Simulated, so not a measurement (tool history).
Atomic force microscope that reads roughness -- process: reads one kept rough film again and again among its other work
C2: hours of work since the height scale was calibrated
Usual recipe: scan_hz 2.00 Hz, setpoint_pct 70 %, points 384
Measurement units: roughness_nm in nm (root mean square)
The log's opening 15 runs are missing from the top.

{"day": 6.008, "done": "height scale calibrated on a step standard"}
{"run": 16, "day": 6.271, "scan_hz": 2.0, "setpoint_pct": 70, "points": 326, "pictures with this tip": 203, "C2": 3, "roughness_nm": 2.5}
{"run": 17, "day": 6.667, "scan_hz": 2.0, "setpoint_pct": 70, "points": 326, "pictures with this tip": 215, "C2": 7, "roughness_nm": 2.484}
{"run": 18, "day": 7.079, "scan_hz": 2.0, "setpoint_pct": 70, "points": 326, "pictures with this tip": 227, "C2": 11, "roughness_nm": 2.491}
{"run": 19, "day": 7.346, "scan_hz": 2.0, "setpoint_pct": 70, "points": 326, "pictures with this tip": 236, "C2": 14, "roughness_nm": 2.504}
{"run": 20, "day": 7.925, "scan_hz": 2.0, "setpoint_pct": 83, "points": 384, "pictures with this tip": 253, "C2": 20, "roughness_nm": 2.373}
{"run": 21, "day": 8.458, "scan_hz": 2.0, "setpoint_pct": 83, "points": 384, "pictures with this tip": 270, "C2": 25, "roughness_nm": 2.376}
{"day": 8.65, "done": "height scale calibrated on a step standard, once more"}
{"run": 22, "day": 8.933, "scan_hz": 2.0, "setpoint_pct": 83, "points": 384, "pictures with this tip": 283, "C2": 3, "roughness_nm": 2.373}
{"run": 23, "day": 9.212, "scan_hz": 0.63, "setpoint_pct": 73, "points": 973, "pictures with this tip": 292, "C2": 6, "roughness_nm": 2.499}
{"day": 9.288, "done": "new tip fitted"}
{"run": 24, "day": 9.771, "scan_hz": 2.0, "setpoint_pct": 70, "points": 560, "pictures with this tip": 15, "C2": 11, "roughness_nm": 2.655}
{"run": 25, "day": 10.258, "scan_hz": 2.0, "setpoint_pct": 83, "points": 560, "pictures with this tip": 30, "C2": 16, "roughness_nm": 2.552}
{"run": 26, "day": 10.538, "scan_hz": 2.27, "setpoint_pct": 56, "points": 358, "pictures with this tip": 39, "C2": 19, "roughness_nm": 2.644}
{"run": 27, "day": 10.979, "scan_hz": 2.27, "setpoint_pct": 69, "points": 358, "pictures with this tip": 53, "C2": 24, "roughness_nm": 2.603}
{"run": 28, "day": 11.333, "scan_hz": 1.22, "setpoint_pct": 68, "points": 398, "pictures with this tip": 64, "C2": 28, "roughness_nm": 2.645}
{"run": 29, "day": 11.817, "scan_hz": 1.22, "setpoint_pct": 70, "points": 398, "pictures with this tip": 78, "C2": 33, "roughness_nm": 2.642}
{"run": 30, "day": 12.175, "scan_hz": 1.22, "setpoint_pct": 75, "points": 398, "pictures with this tip": 89, "C2": 36, "roughness_nm": 2.603}
{"run": 31, "day": 12.638, "scan_hz": 3.26, "setpoint_pct": 77, "points": 317, "pictures with this tip": 104, "C2": 41, "roughness_nm": 2.441}
{"run": 32, "day": 13.183, "scan_hz": 2.29, "setpoint_pct": 77, "points": 623, "pictures with this tip": 121, "C2": 47, "roughness_nm": 2.506}
{"run": 33, "day": 13.654, "scan_hz": 0.53, "setpoint_pct": 74, "points": 830, "pictures with this tip": 135, "C2": 52, "roughness_nm": 2.623}
{"run": 34, "day": 14.267, "scan_hz": 2.04, "setpoint_pct": 74, "points": 830, "pictures with this tip": 154, "C2": 58, "roughness_nm": 2.51}
{"run": 35, "day": 14.729, "scan_hz": 1.09, "setpoint_pct": 73, "points": 830, "pictures with this tip": 168, "C2": 63, "roughness_nm": 2.568}
{"run": 36, "day": 15.262, "scan_hz": 1.09, "setpoint_pct": 73, "points": 830, "pictures with this tip": 185, "C2": 68, "roughness_nm": 2.55}
{"run": 37, "day": 15.612, "scan_hz": 0.62, "setpoint_pct": 73, "points": 307, "pictures with this tip": 195, "C2": 72, "roughness_nm": 2.561}
{"run": 38, "day": 15.992, "scan_hz": 0.85, "setpoint_pct": 70, "points": 311, "pictures with this tip": 207, "C2": 76, "roughness_nm": 2.567}

Branching from run 38: 5 alternative next runs. What would each branch give?
{"run": "A", "day": 16.367, "scan_hz": 2.0, "setpoint_pct": 57, "points": 384, "pictures with this tip": 219, "C2": 80, "roughness_nm": "?"}
{"run": "B", "day": 16.367, "scan_hz": 1.07, "setpoint_pct": 77, "points": 298, "pictures with this tip": 219, "C2": 80, "roughness_nm": "?"}
{"run": "C", "day": 16.367, "scan_hz": 1.27, "setpoint_pct": 70, "points": 882, "pictures with this tip": 219, "C2": 80, "roughness_nm": "?"}
{"run": "D", "day": 16.367, "scan_hz": 2.0, "setpoint_pct": 70, "points": 743, "pictures with this tip": 219, "C2": 80, "roughness_nm": "?"}
{"run": "E", "day": 16.367, "scan_hz": 2.0, "setpoint_pct": 70, "points": 1012, "pictures with this tip": 219, "C2": 80, "roughness_nm": "?"}

run=A roughness_nm=2.545
run=B roughness_nm=2.495
run=C roughness_nm=2.523
run=D roughness_nm=2.500
run=E roughness_nm=2.501
Take away the tool's hidden state, keep each run's random variation, and the runs would have read:
run=A roughness_nm=2.712
run=B roughness_nm=2.659
run=C roughness_nm=2.689
run=D roughness_nm=2.665
run=E roughness_nm=2.666
